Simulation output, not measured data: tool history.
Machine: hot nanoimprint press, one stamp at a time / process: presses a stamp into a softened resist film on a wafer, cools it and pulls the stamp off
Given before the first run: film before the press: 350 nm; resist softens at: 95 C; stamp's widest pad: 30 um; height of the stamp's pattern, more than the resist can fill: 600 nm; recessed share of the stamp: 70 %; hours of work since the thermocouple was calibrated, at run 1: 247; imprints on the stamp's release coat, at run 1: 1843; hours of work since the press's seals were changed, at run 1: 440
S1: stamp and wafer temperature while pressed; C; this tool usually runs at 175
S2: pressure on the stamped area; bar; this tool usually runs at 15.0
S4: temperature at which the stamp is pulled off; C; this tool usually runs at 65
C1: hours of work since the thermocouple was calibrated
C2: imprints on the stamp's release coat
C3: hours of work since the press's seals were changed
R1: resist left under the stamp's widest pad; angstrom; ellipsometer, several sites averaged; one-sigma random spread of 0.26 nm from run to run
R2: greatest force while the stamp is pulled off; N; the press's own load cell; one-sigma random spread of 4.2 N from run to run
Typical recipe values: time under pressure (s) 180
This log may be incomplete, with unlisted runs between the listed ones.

{"run": 1, "hour": 0.0, "S1": 175, "S2": 15.0, "time under pressure (s)": 180, "S4": 65, "C1": 247, "C2": 1843, "C3": 440, "R1": 1799, "R2": 226}
{"hour": 18.4, "done": "stamp cleaned and given a new release coat"}
{"run": 2, "hour": 19.1, "S1": 171, "S2": 15.0, "time under pressure (s)": 180, "S4": 65, "C1": 255, "C2": 4, "C3": 449, "R1": 2035, "R2": 217}
{"run": 3, "hour": 27.8, "S1": 175, "S2": 15.0, "time under pressure (s)": 157, "S4": 65, "C1": 261, "C2": 48, "C3": 455, "R1": 1892, "R2": 224}
{"run": 4, "hour": 43.8, "S1": 175, "S2": 15.0, "time under pressure (s)": 180, "S4": 63, "C1": 272, "C2": 128, "C3": 466, "R1": 1800, "R2": 227}
{"run": 5, "hour": 53.0, "S1": 175, "S2": 15.0, "time under pressure (s)": 180, "S4": 63, "C1": 278, "C2": 175, "C3": 472, "R1": 1796, "R2": 225}
{"run": 6, "hour": 69.5, "S1": 175, "S2": 15.0, "time under pressure (s)": 180, "S4": 63, "C1": 289, "C2": 258, "C3": 483, "R1": 1797, "R2": 234}
{"run": 7, "hour": 77.5, "S1": 177, "S2": 15.0, "time under pressure (s)": 180, "S4": 65, "C1": 295, "C2": 299, "C3": 489, "R1": 1696, "R2": 226}
{"run": 8, "hour": 95.6, "S1": 177, "S2": 15.0, "time under pressure (s)": 180, "S4": 65, "C1": 307, "C2": 390, "C3": 501, "R1": 1692, "R2": 225}
{"run": 9, "hour": 109.7, "S1": 168, "S2": 15.0, "time under pressure (s)": 180, "S4": 65, "C1": 317, "C2": 462, "C3": 511, "R1": 2215, "R2": 222}
{"run": 10, "hour": 120.7, "S1": 168, "S2": 15.0, "time under pressure (s)": 180, "S4": 65, "C1": 324, "C2": 517, "C3": 518, "R1": 2219, "R2": 224}
{"run": 11, "hour": 136.0, "S1": 168, "S2": 15.0, "time under pressure (s)": 180, "S4": 65, "C1": 334, "C2": 595, "C3": 528, "R1": 2220, "R2": 217}
{"run": 12, "hour": 153.7, "S1": 175, "S2": 13.6, "time under pressure (s)": 180, "S4": 65, "C1": 346, "C2": 684, "C3": 540, "R1": 1865, "R2": 228}
{"run": 13, "hour": 164.8, "S1": 175, "S2": 15.0, "time under pressure (s)": 152, "S4": 65, "C1": 354, "C2": 740, "C3": 548, "R1": 1909, "R2": 223}
{"run": 14, "hour": 174.5, "S1": 175, "S2": 15.0, "time under pressure (s)": 152, "S4": 65, "C1": 360, "C2": 789, "C3": 554, "R1": 1912, "R2": 229}
{"run": 15, "hour": 183.7, "S1": 175, "S2": 15.0, "time under pressure (s)": 152, "S4": 65, "C1": 367, "C2": 836, "C3": 561, "R1": 1917, "R2": 224}
{"run": 16, "hour": 198.8, "S1": 175, "S2": 15.0, "time under pressure (s)": 152, "S4": 65, "C1": 377, "C2": 912, "C3": 571, "R1": 1917, "R2": 223}
{"run": 17, "hour": 215.1, "S1": 175, "S2": 21.8, "time under pressure (s)": 180, "S4": 68, "C1": 388, "C2": 994, "C3": 582, "R1": 1556, "R2": 209}
{"run": 18, "hour": 224.0, "S1": 175, "S2": 13.8, "time under pressure (s)": 180, "S4": 65, "C1": 394, "C2": 1039, "C3": 588, "R1": 1858, "R2": 220}
{"run": 19, "hour": 231.6, "S1": 175, "S2": 13.8, "time under pressure (s)": 180, "S4": 65, "C1": 399, "C2": 1078, "C3": 593, "R1": 1858, "R2": 226}
{"run": 20, "hour": 241.8, "S1": 175, "S2": 13.8, "time under pressure (s)": 180, "S4": 65, "C1": 406, "C2": 1129, "C3": 600, "R1": 1859, "R2": 224}
{"run": 21, "hour": 258.5, "S1": 172, "S2": 22.3, "time under pressure (s)": 117, "S4": 66, "C1": 417, "C2": 1214, "C3": 611, "R1": 1989, "R2": 212}
{"hour": 269.2, "done": "plate thermocouple calibrated"}
{"run": 22, "hour": 270.3, "S1": 172, "S2": 11.4, "time under pressure (s)": 99, "S4": 55, "C1": 1, "C2": 1258, "C3": 617, "R1": 2547, "R2": 258}
{"run": 23, "hour": 278.1, "S1": 175, "S2": 13.4, "time under pressure (s)": 136, "S4": 65, "C1": 6, "C2": 1298, "C3": 622, "R1": 2065, "R2": 221}
{"run": 24, "hour": 294.3, "S1": 175, "S2": 15.0, "time under pressure (s)": 180, "S4": 60, "C1": 17, "C2": 1380, "C3": 633, "R1": 1805, "R2": 233}
{"run": 25, "hour": 307.1, "S1": 166, "S2": 15.0, "time under pressure (s)": 308, "S4": 63, "C1": 26, "C2": 1444, "C3": 642, "R1": 1989, "R2": 228}
{"run": 26, "hour": 320.8, "S1": 164, "S2": 15.0, "time under pressure (s)": 145, "S4": 62, "C1": 35, "C2": 1514, "C3": 651, "R1": 2597, "R2": 231}
{"run": 27, "hour": 334.3, "S1": 182, "S2": 15.0, "time under pressure (s)": 302, "S4": 65, "C1": 44, "C2": 1582, "C3": 660, "R1": 1164, "R2": 216}
{"run": 28, "hour": 344.6, "S1": 170, "S2": 14.5, "time under pressure (s)": 180, "S4": 65, "C1": 51, "C2": 1634, "C3": 667, "R1": 2115, "R2": 224}
{"run": 29, "hour": 353.3, "S1": 165, "S2": 20.8, "time under pressure (s)": 228, "S4": 58, "C1": 57, "C2": 1678, "C3": 673, "R1": 2024, "R2": 242}
{"run": 30, "hour": 370.5, "S1": 165, "S2": 20.8, "time under pressure (s)": 228, "S4": 58, "C1": 68, "C2": 1765, "C3": 685, "R1": 2032, "R2": 248}

Below are 4 alternative next runs, each starting from the tool's condition after run 30. Predict each:
{"run": "A", "hour": 381.0, "S1": 175, "S2": 15.0, "time under pressure (s)": 180, "S4": 59, "C1": 76, "C2": 1818, "C3": 692, "R1": "?", "R2": "?"}
{"run": "B", "hour": 381.0, "S1": 185, "S2": 20.8, "time under pressure (s)": 196, "S4": 58, "C1": 76, "C2": 1818, "C3": 692, "R1": "?", "R2": "?"}
{"run": "C", "hour": 381.0, "S1": 164, "S2": 19.5, "time under pressure (s)": 180, "S4": 65, "C1": 76, "C2": 1818, "C3": 692, "R1": "?", "R2": "?"}
{"run": "D", "hour": 381.0, "S1": 165, "S2": 20.8, "time under pressure (s)": 228, "S4": 58, "C1": 76, "C2": 1818, "C3": 692, "R1": "?", "R2": "?"}

run=A R1=1803 R2=233
run=B R1=1100 R2=248
run=C R1=2293 R2=227
run=D R1=2026 R2=240
With no hidden state in the tool, these same runs would have given:
run=A R1=1803 R2=232
run=B R1=1099 R2=247
run=C R1=2293 R2=227
run=D R1=2026 R2=239
